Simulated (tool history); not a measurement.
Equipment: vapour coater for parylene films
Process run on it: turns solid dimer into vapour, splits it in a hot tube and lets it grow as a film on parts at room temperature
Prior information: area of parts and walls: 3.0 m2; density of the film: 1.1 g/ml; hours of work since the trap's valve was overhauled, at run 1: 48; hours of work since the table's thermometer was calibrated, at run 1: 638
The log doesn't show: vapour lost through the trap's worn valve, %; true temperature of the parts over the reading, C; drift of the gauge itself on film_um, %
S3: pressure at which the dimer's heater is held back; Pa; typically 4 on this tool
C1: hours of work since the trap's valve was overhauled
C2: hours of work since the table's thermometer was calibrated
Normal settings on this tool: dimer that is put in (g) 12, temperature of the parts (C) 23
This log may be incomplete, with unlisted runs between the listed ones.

Run 1, hour 0: usual settings; C1 48; C2 638. Result: thickness of the film (um) 2.6.
Run 2, hour 43: usual settings but S3 8.23 Pa; C1 72; C2 662. Result: thickness of the film (um) 2.51.
Run 3, hour 66.5: usual settings but S3 8.23 Pa; C1 86; C2 676. Result: thickness of the film (um) 2.47.
Run 4, hour 87.5: usual settings; C1 98; C2 688. Result: thickness of the film (um) 2.61.
Run 5, hour 121.8: usual settings; C1 117; C2 707. Result: thickness of the film (um) 2.61.
Run 6, hour 150.9: usual settings; C1 134; C2 724. Result: thickness of the film (um) 2.58.
Run 7, hour 197: usual settings; C1 160; C2 750. Result: thickness of the film (um) 2.59.
Run 8, hour 233.2: usual settings; C1 181; C2 771. Result: thickness of the film (um) 2.61.
Run 9, hour 264.5: usual settings; C1 199; C2 789. Result: thickness of the film (um) 2.59.
Run 10, hour 288.2: usual settings; C1 212; C2 802. Result: thickness of the film (um) 2.57.
Run 11, hour 337.8: usual settings but dimer that is put in (g) 6, temperature of the parts (C) 24, S3 2.14 Pa; C1 241; C2 831. Result: thickness of the film (um) 1.33.
Run 12, hour 379.5: usual settings but dimer that is put in (g) 6, temperature of the parts (C) 18, S3 2.57 Pa; C1 264; C2 854. Result: thickness of the film (um) 1.43.

Run 13 has not been measured yet. What should we expect?
Run 13, hour 425.2: usual settings but dimer that is put in (g) 17, temperature of the parts (C) 22, S3 9 Pa; C1 291; C2 881. Result: thickness of the film (um) ?.

{"run 13": {"thickness of the film (um)": 3.56}}
Minus the tool's unlogged condition, the same run would have read thickness of the film (um) 3.57.
